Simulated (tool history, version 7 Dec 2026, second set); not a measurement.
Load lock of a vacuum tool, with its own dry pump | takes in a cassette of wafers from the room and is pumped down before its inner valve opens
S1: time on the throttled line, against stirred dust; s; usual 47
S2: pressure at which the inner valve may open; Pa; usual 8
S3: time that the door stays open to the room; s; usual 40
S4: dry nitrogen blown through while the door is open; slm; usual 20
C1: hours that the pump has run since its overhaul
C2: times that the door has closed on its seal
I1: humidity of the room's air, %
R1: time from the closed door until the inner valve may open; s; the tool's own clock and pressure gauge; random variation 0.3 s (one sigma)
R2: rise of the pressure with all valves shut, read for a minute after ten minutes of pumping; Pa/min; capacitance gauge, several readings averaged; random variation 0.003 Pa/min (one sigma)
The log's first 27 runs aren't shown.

run 28 hour=8134.2 | S1=47 S2=7 S3=40 S4=10 | C1=6717 C2=17929 | I1=42.4 | R1=82.5 R2=0.043
run 29 hour=8507.2 | S1=47 S2=8 S3=52 S4=5 | C1=7090 C2=18523 | I1=42.8 | R1=81.7 R2=0.061
run 30 hour=8781.1 | S1=47 S2=10 S3=32 S4=5 | C1=7364 C2=18959 | I1=44 | R1=81.3 R2=0.056
run 31 hour=9092.3 | S1=47 S2=8 S3=40 S4=8 | C1=7675 C2=19454 | I1=44.9 | R1=82.6 R2=0.054
run 32 hour=9461.2 | S1=47 S2=8 S3=40 S4=43 | C1=8044 C2=20042 | I1=43.9 | R1=82.5 R2=0.039
run 33 hour=9852.4 | S1=47 S2=10 S3=40 S4=43 | C1=8435 C2=20665 | I1=45.3 | R1=80.8 R2=0.039
run 34 hour=10113.1 | S1=47 S2=8 S3=40 S4=4 | C1=8696 C2=21080 | I1=48.3 | R1=82.9 R2=0.069
run 35 hour=10544.2 | S1=47 S2=7 S3=40 S4=12 | C1=9127 C2=21767 | I1=46.6 | R1=84.4 R2=0.052

5 ways to go on from here, each from the tool as it stands after run 35. What would each give?
run A hour=10789.3 | S1=68 S2=10 S3=40 S4=10 | C1=9372 C2=22157 | I1=46.8 | R1=? R2=?
run B hour=10789.3 | S1=47 S2=9 S3=52 S4=43 | C1=9372 C2=22157 | I1=45.8 | R1=? R2=?
run C hour=10789.3 | S1=47 S2=14 S3=35 S4=10 | C1=9372 C2=22157 | I1=42.8 | R1=? R2=?
run D hour=10789.3 | S1=62 S2=15 S3=48 S4=20 | C1=9372 C2=22157 | I1=43.3 | R1=? R2=?
run E hour=10789.3 | S1=47 S2=8 S3=67 S4=17 | C1=9372 C2=22157 | I1=45.7 | R1=? R2=?

run=A R1=98.4 R2=0.067
run=B R1=82.4 R2=0.051
run=C R1=80.1 R2=0.059
run=D R1=91.7 R2=0.054
run=E R1=83.3 R2=0.057
Without the tool's hidden state the same runs would have given:
run=A R1=95.9 R2=0.037
run=B R1=79.4 R2=0.021
run=C R1=77.2 R2=0.03
run=D R1=89.2 R2=0.024
run=E R1=80.3 R2=0.027
